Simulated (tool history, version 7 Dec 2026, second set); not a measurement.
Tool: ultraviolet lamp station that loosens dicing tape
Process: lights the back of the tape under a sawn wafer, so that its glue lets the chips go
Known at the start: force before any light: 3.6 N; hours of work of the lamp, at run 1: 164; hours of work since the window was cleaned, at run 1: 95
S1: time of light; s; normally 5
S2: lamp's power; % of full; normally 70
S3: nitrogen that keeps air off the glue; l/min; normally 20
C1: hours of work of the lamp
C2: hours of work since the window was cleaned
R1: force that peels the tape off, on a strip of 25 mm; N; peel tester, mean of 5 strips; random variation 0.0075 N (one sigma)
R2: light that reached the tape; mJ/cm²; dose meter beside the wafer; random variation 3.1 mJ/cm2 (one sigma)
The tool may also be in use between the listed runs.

run,day,S1,S2,S3,C1,C2,R1,R2
1,0,5,70,20,164,95,0.335,404
2,1.562,5,70,20,183,114,0.332,397
3,2.904,5,70,20,199,130,0.33,393
4,4.483,5,70,20,218,149,0.341,390
5,6.05,5,70,20,237,168,0.361,376
6,7.342,5,70,20,252,183,0.365,376
7,8.738,5,70,20,269,200,0.362,366
8,10.217,5,70,14,287,218,0.476,360
9,11.333,3,70,14,300,231,0.932,214
# day 11.529: window cleaned of glue's vapour
10,12.167,3,70,14,310,8,0.787,253
11,13.658,3,70,14,328,25,0.791,253
12,15.033,5,70,20,344,42,0.323,406
13,16.567,5,70,20,362,60,0.31,399
14,17.617,5,70,20,375,73,0.341,398
15,19.021,5,70,11,392,90,0.471,392
16,20.558,5,97,26,410,108,0.222,534
17,21.292,3,86,20,419,117,0.529,285
18,22.05,10,69,12,428,126,0.223,746
19,23.308,10,77,22,443,141,0.206,815
20,24.033,10,77,15,452,150,0.216,812
21,25.525,5,86,20,470,168,0.288,446
22,26.458,2,94,34,481,179,0.699,194
23,27.842,7,94,34,497,195,0.208,656
24,29.421,7,94,34,516,214,0.209,648
25,30.192,7,94,34,526,223,0.195,648

What if the next run were any one of these 4? Each begins from the tool's condition after run 25:
# day 30.992: window cleaned of glue's vapour
A,31.217,5,99,34,538,3,?,?
# day 30.992: window cleaned of glue's vapour
B,31.217,7,94,7,538,3,?,?
# day 30.992: window cleaned of glue's vapour
C,31.217,8,70,20,538,3,?,?
# day 30.992: window cleaned of glue's vapour
D,31.217,5,79,11,538,3,?,?

run,R1,R2
A,0.224,559
B,0.255,742
C,0.219,636
D,0.38,445
Take away the tool's hidden state, keep each run's random variation, and the runs would have read:
run,R1,R2
A,0.215,653
B,0.225,866
C,0.207,743
D,0.309,520
